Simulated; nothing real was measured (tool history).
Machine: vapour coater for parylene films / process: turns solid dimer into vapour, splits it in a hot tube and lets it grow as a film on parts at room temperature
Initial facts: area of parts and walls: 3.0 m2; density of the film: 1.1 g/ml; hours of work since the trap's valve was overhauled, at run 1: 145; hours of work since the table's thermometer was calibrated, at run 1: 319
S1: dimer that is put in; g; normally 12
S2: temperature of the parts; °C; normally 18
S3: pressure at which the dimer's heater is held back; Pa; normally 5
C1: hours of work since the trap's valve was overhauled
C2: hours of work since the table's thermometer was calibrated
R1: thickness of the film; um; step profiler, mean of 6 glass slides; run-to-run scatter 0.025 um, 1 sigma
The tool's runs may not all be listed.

| run | hour | S1 | S2 | S3 | C1 | C2 | R1 |
|---|---|---|---|---|---|---|---|
| 1 | 0 | 12 | 18 | 5 | 145 | 319 | 1.92 |
| 2 | 17.6 | 12 | 18 | 5 | 157 | 331 | 1.92 |
| 3 | 36.5 | 12 | 18 | 10.61 | 171 | 345 | 1.72 |
| 4 | 54.7 | 12 | 18 | 5 | 184 | 358 | 1.97 |
| 5 | 79.6 | 12 | 18 | 5 | 201 | 375 | 1.95 |
| 6 | 93.6 | 12 | 18 | 5 | 211 | 385 | 1.93 |
| 7 | 111.3 | 20 | 18 | 5 | 224 | 398 | 3.19 |
| 8 | 133.1 | 20 | 18 | 5 | 239 | 413 | 3.24 |
| 9 | 146.6 | 12 | 25 | 5 | 249 | 423 | 1.66 |
|  | 160.9 | trap's valve overhauled |
| 10 | 164.6 | 12 | 25 | 5 | 3 | 433 | 1.73 |
| 11 | 176.6 | 12 | 27 | 5 | 11 | 441 | 1.63 |
| 12 | 200.8 | 12 | 18 | 5 | 28 | 458 | 1.94 |
| 13 | 226.4 | 12 | 18 | 5 | 46 | 476 | 1.92 |
| 14 | 249.4 | 12 | 18 | 5 | 63 | 493 | 1.96 |
| 15 | 262.9 | 16 | 18 | 5 | 72 | 502 | 2.6 |
| 16 | 285.7 | 9 | 18 | 5 | 88 | 518 | 1.49 |
| 17 | 308 | 9 | 18 | 5 | 104 | 534 | 1.46 |
| 18 | 318.9 | 9 | 18 | 5 | 112 | 542 | 1.4 |
| 19 | 338.6 | 9 | 18 | 5.28 | 126 | 556 | 1.44 |
| 20 | 351.7 | 12 | 18 | 5 | 135 | 565 | 1.94 |
| 21 | 375.6 | 12 | 18 | 5 | 152 | 582 | 1.95 |
| 22 | 387.1 | 12 | 18 | 5 | 160 | 590 | 1.96 |
| 23 | 409.1 | 12 | 18 | 5 | 176 | 606 | 1.9 |
| 24 | 432.1 | 12 | 18 | 11.91 | 192 | 622 | 1.67 |
| 25 | 457.3 | 12 | 18 | 11.91 | 210 | 640 | 1.63 |
| 26 | 468.1 | 10 | 18 | 11.73 | 217 | 647 | 1.37 |
| 27 | 478.9 | 5 | 16 | 11.73 | 225 | 655 | 0.7 |
| 28 | 501.4 | 12 | 18 | 8.67 | 241 | 671 | 1.7 |
| 29 | 513.1 | 12 | 18 | 8.67 | 249 | 679 | 1.77 |
|  | 526.4 | trap's valve overhauled |
| 30 | 532.4 | 12 | 18 | 8.67 | 4 | 690 | 1.78 |
| 31 | 555.9 | 6 | 29 | 2.27 | 21 | 707 | 0.88 |
| 32 | 571.5 | 6 | 29 | 2.27 | 32 | 718 | 0.91 |
| 33 | 583.5 | 16 | 16 | 2.39 | 40 | 726 | 3.11 |
| 34 | 595 | 16 | 23 | 4.95 | 49 | 734 | 2.39 |
| 35 | 613.4 | 12 | 29 | 2.64 | 62 | 747 | 1.74 |
| 36 | 637 | 12 | 29 | 2.64 | 78 | 764 | 1.8 |
| 37 | 658 | 6 | 26 | 5.16 | 93 | 779 | 0.82 |
| 38 | 675.1 | 6 | 26 | 5.16 | 105 | 791 | 0.83 |
| 39 | 695.6 | 12 | 25 | 6.83 | 120 | 806 | 1.59 |
| 40 | 714.1 | 17 | 29 | 4.89 | 133 | 819 | 2.2 |
| 41 | 729.5 | 17 | 27 | 7.29 | 144 | 830 | 2.13 |
| 42 | 747.3 | 13 | 29 | 7.29 | 156 | 842 | 1.59 |
| 43 | 758.9 | 7 | 10 | 3.35 | 165 | 850 | 1.37 |
| 44 | 775.2 | 20 | 18 | 9.1 | 176 | 862 | 2.91 |
| 45 | 797.5 | 20 | 18 | 3.83 | 192 | 878 | 3.42 |
| 46 | 812.7 | 20 | 18 | 3.83 | 203 | 888 | 3.37 |
| 47 | 831 | 17 | 18 | 5 | 216 | 901 | 2.74 |
| 48 | 844 | 17 | 18 | 5 | 225 | 911 | 2.73 |

Hidden state at the last listed run before each entry between runs and at the first one after, where it differs:
Runs 9 to 10: trap's valve overhauled (hour 160.9)
  vapour lost through the trap's worn valve, %: 0.8 -> 0
Runs 29 to 30: trap's valve overhauled (hour 526.4)
  vapour lost through the trap's worn valve, %: 0.7 -> 0
